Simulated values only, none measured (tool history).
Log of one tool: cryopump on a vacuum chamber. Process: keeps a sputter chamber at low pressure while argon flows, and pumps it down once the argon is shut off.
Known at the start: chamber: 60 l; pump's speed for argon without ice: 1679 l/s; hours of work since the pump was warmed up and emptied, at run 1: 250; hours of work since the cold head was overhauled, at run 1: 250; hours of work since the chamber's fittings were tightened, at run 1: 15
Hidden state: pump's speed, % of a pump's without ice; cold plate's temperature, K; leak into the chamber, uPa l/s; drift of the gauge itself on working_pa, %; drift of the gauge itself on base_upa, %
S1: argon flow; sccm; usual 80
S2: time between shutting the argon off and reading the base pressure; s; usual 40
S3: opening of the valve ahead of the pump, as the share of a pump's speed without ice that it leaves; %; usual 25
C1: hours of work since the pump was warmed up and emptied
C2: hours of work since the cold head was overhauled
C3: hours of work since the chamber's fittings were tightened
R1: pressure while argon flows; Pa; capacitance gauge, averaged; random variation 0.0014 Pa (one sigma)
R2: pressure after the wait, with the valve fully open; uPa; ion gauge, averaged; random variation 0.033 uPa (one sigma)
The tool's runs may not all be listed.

Run 1, hour 0: usual settings; C1 250; C2 250; C3 15. Result: R1 0.3305 Pa, R2 1.8 uPa.
Run 2, hour 88.3: usual settings but S1 110 sccm; C1 319; C2 319; C3 84. Result: R1 0.4616 Pa, R2 1.95 uPa.
Run 3, hour 203.3: usual settings but S1 110 sccm; C1 408; C2 408; C3 174. Result: R1 0.471 Pa, R2 2.14 uPa.
Run 4, hour 266.7: usual settings but S1 110 sccm; C1 458; C2 458; C3 223. Result: R1 0.4732 Pa, R2 2.26 uPa.
At hour 337.1: pump warmed up, emptied and cooled again.
Run 5, hour 344.3: usual settings; C1 6; C2 514; C3 280. Result: R1 0.3233 Pa, R2 2.15 uPa.
Run 6, hour 449.5: usual settings; C1 88; C2 596; C3 362. Result: R1 0.3248 Pa, R2 2.4 uPa.
Run 7, hour 503.3: usual settings but S1 158 sccm; C1 130; C2 638; C3 404. Result: R1 0.6502 Pa, R2 2.45 uPa.
Run 8, hour 618.2: usual settings but S1 158 sccm; C1 219; C2 728; C3 493. Result: R1 0.6642 Pa, R2 2.54 uPa.
Run 9, hour 669.4: usual settings but S1 158 sccm; C1 259; C2 768; C3 533. Result: R1 0.6576 Pa, R2 2.67 uPa.
Run 10, hour 761.3: usual settings but S1 158 sccm; C1 331; C2 839; C3 605. Result: R1 0.6722 Pa, R2 2.89 uPa.
Run 11, hour 821.2: usual settings but S1 158 sccm; C1 377; C2 886; C3 651. Result: R1 0.6672 Pa, R2 3.1 uPa.
Run 12, hour 922: usual settings but S1 34 sccm, S2 36 s; C1 456; C2 964; C3 730. Result: R1 0.1473 Pa, R2 3.39 uPa.
At hour 991: pump warmed up, emptied and cooled again.
Run 13, hour 1005.7: usual settings but S1 54 sccm, S2 36 s; C1 11; C2 1026; C3 791. Result: R1 0.2181 Pa, R2 3.16 uPa.
Run 14, hour 1085.1: usual settings but S1 76 sccm, S3 24 %; C1 73; C2 1088; C3 853. Result: R1 0.3232 Pa, R2 3.13 uPa.
Run 15, hour 1187.8: usual settings but S1 76 sccm, S3 24 %; C1 153; C2 1168; C3 933. Result: R1 0.3239 Pa, R2 3.27 uPa.
Run 16, hour 1297.5: usual settings but S1 35 sccm, S3 24 %; C1 239; C2 1253; C3 1019. Result: R1 0.1521 Pa, R2 3.67 uPa.
Run 17, hour 1404.7: usual settings but S1 60 sccm, S3 24 %; C1 322; C2 1337; C3 1102. Result: R1 0.265 Pa, R2 3.98 uPa.
Run 18, hour 1523.6: usual settings but S1 129 sccm, S2 204 s, S3 54 %; C1 415; C2 1429; C3 1195. Result: R1 0.2783 Pa, R2 2.85 uPa.
Run 19, hour 1593.1: usual settings but S1 129 sccm, S2 204 s, S3 54 %; C1 469; C2 1484; C3 1249. Result: R1 0.2843 Pa, R2 3.13 uPa.

Forecast each of these 3 alternatives for the next run:
At hour 1640.5: pump warmed up, emptied and cooled again.
Run A, hour 1653.9: usual settings but S1 33 sccm, S2 280 s, S3 54 %; C1 10; C2 1527; C3 1293. Result: R1 ?, R2 ?.
At hour 1640.5: pump warmed up, emptied and cooled again.
Run B, hour 1653.9: usual settings but S1 42 sccm, S2 209 s, S3 54 %; C1 10; C2 1527; C3 1293. Result: R1 ?, R2 ?.
At hour 1640.5: pump warmed up, emptied and cooled again.
Run C, hour 1653.9: usual settings but S1 61 sccm, S2 204 s, S3 46 %; C1 10; C2 1527; C3 1293. Result: R1 ?, R2 ?.

run      R1    R2
  A  0.0624  2.43
  B  0.0795  2.53
  C  0.1364  2.57
Without the tool's hidden state the same runs would have given:
run      R1    R2
  A  0.0612  0.43
  B   0.078  0.47
  C  0.1342  0.51
